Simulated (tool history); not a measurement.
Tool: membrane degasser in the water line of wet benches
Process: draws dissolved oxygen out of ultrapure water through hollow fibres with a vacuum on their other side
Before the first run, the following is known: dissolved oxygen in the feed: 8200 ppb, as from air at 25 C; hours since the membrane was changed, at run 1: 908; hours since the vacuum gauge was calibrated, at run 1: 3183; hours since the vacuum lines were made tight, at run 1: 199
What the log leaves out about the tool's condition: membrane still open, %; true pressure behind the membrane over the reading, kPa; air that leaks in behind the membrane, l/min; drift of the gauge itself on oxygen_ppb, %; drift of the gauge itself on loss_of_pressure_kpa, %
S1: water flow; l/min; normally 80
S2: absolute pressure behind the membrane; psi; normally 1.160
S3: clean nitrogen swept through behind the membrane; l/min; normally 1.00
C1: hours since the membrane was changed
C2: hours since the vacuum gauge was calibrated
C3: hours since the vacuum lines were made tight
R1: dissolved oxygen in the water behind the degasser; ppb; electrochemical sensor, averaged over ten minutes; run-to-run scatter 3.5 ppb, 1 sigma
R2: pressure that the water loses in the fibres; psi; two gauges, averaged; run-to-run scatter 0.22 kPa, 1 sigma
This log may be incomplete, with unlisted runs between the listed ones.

| run | hour | S1 | S2 | S3 | C1 | C2 | C3 | R1 | R2 |
|---|---|---|---|---|---|---|---|---|---|
| 1 | 0.0 | 80 | 1.160 | 1.00 | 908 | 3183 | 199 | 713.7 | 8.203 |
| 2 | 75.2 | 80 | 1.160 | 1.00 | 983 | 3258 | 274 | 713.0 | 8.213 |
| 3 | 126.3 | 80 | 1.160 | 1.00 | 1034 | 3310 | 325 | 711.3 | 8.180 |
| 4 | 191.4 | 80 | 1.160 | 1.00 | 1100 | 3375 | 390 | 715.6 | 8.193 |
| 5 | 261.5 | 80 | 1.160 | 1.00 | 1170 | 3445 | 460 | 707.7 | 8.183 |
| 6 | 313.4 | 80 | 1.160 | 1.00 | 1222 | 3497 | 512 | 712.0 | 8.148 |
| 7 | 358.2 | 80 | 1.160 | 1.00 | 1266 | 3541 | 557 | 711.9 | 8.199 |
| 8 | 433.1 | 80 | 1.160 | 1.00 | 1341 | 3616 | 632 | 715.9 | 8.211 |
| 9 | 497.6 | 80 | 1.160 | 1.00 | 1406 | 3681 | 696 | 718.2 | 8.218 |
| 10 | 572.5 | 80 | 1.160 | 1.00 | 1481 | 3756 | 771 | 720.3 | 8.248 |
| 11 | 619.3 | 80 | 1.160 | 1.00 | 1527 | 3803 | 818 | 713.1 | 8.211 |
| 12 | 684.0 | 80 | 1.160 | 1.00 | 1592 | 3867 | 883 | 719.9 | 8.264 |
| 13 | 741.2 | 80 | 1.336 | 1.00 | 1649 | 3924 | 940 | 854.8 | 8.189 |
| 14 | 795.4 | 80 | 1.336 | 1.00 | 1704 | 3979 | 994 | 853.8 | 8.222 |
| 15 | 845.8 | 128 | 1.336 | 1.00 | 1754 | 4029 | 1045 | 1189.6 | 13.106 |
| 16 | 905.9 | 128 | 1.336 | 1.00 | 1814 | 4089 | 1105 | 1191.7 | 13.246 |
| 17 | 973.4 | 128 | 1.336 | 1.00 | 1882 | 4157 | 1172 | 1184.2 | 13.124 |
| 18 | 1054.7 | 128 | 1.336 | 1.00 | 1963 | 4238 | 1254 | 1178.5 | 13.190 |
| 19 | 1124.5 | 128 | 1.336 | 1.00 | 2033 | 4308 | 1323 | 1179.2 | 13.172 |
| 20 | 1179.1 | 128 | 1.336 | 1.00 | 2087 | 4362 | 1378 | 1186.8 | 13.190 |
| 21 | 1214.5 | 128 | 1.336 | 0.57 | 2123 | 4398 | 1413 | 1507.1 | 13.238 |
| 22 | 1269.4 | 128 | 1.336 | 0.57 | 2178 | 4453 | 1468 | 1499.0 | 13.229 |
| 23 | 1316.4 | 91 | 2.850 | 0.57 | 2225 | 4500 | 1515 | 2737.5 | 9.477 |
| 24 | 1397.1 | 91 | 2.850 | 0.57 | 2305 | 4580 | 1596 | 2761.2 | 9.401 |
| 25 | 1458.6 | 91 | 2.850 | 0.57 | 2367 | 4642 | 1657 | 2749.4 | 9.381 |
| 26 | 1508.4 | 80 | 1.160 | 0.46 | 2417 | 4692 | 1707 | 1065.8 | 8.298 |
| 27 | 1576.4 | 80 | 1.160 | 0.46 | 2485 | 4760 | 1775 | 1055.9 | 8.253 |
| 28 | 1618.1 | 80 | 1.160 | 0.46 | 2526 | 4801 | 1817 | 1068.1 | 8.299 |
| 29 | 1658.5 | 80 | 1.160 | 0.46 | 2567 | 4842 | 1857 | 1064.3 | 8.367 |
| 30 | 1693.2 | 99 | 2.432 | 0.46 | 2601 | 4876 | 1892 | 2711.2 | 10.285 |
| 31 | 1751.1 | 122 | 2.339 | 0.73 | 2659 | 4934 | 1950 | 2382.1 | 12.740 |

5 options for the next run, each taken on its own from the tool as it stands now. Forecast them:
| A | 1817.3 | 110 | 2.074 | 0.48 | 2725 | 5001 | 2016 | ? | ? |
| B | 1817.3 | 122 | 1.231 | 0.73 | 2725 | 5001 | 2016 | ? | ? |
| C | 1817.3 | 52 | 1.289 | 1.62 | 2725 | 5001 | 2016 | ? | ? |
| D | 1817.3 | 117 | 1.160 | 1.00 | 2725 | 5001 | 2016 | ? | ? |
| E | 1817.3 | 114 | 2.466 | 0.86 | 2725 | 5001 | 2016 | ? | ? |

| run | R1 | R2 |
|---|---|---|
| A | 2378.7 | 11.377 |
| B | 1203.4 | 12.672 |
| C | 425.8 | 5.356 |
| D | 960.7 | 12.153 |
| E | 2251.7 | 11.890 |
Had the tool no hidden state, the same runs would have come out as:
| run | R1 | R2 |
|---|---|---|
| A | 2334.2 | 11.087 |
| B | 1142.7 | 12.350 |
| C | 401.3 | 5.220 |
| D | 905.2 | 11.842 |
| E | 2211.9 | 11.589 |

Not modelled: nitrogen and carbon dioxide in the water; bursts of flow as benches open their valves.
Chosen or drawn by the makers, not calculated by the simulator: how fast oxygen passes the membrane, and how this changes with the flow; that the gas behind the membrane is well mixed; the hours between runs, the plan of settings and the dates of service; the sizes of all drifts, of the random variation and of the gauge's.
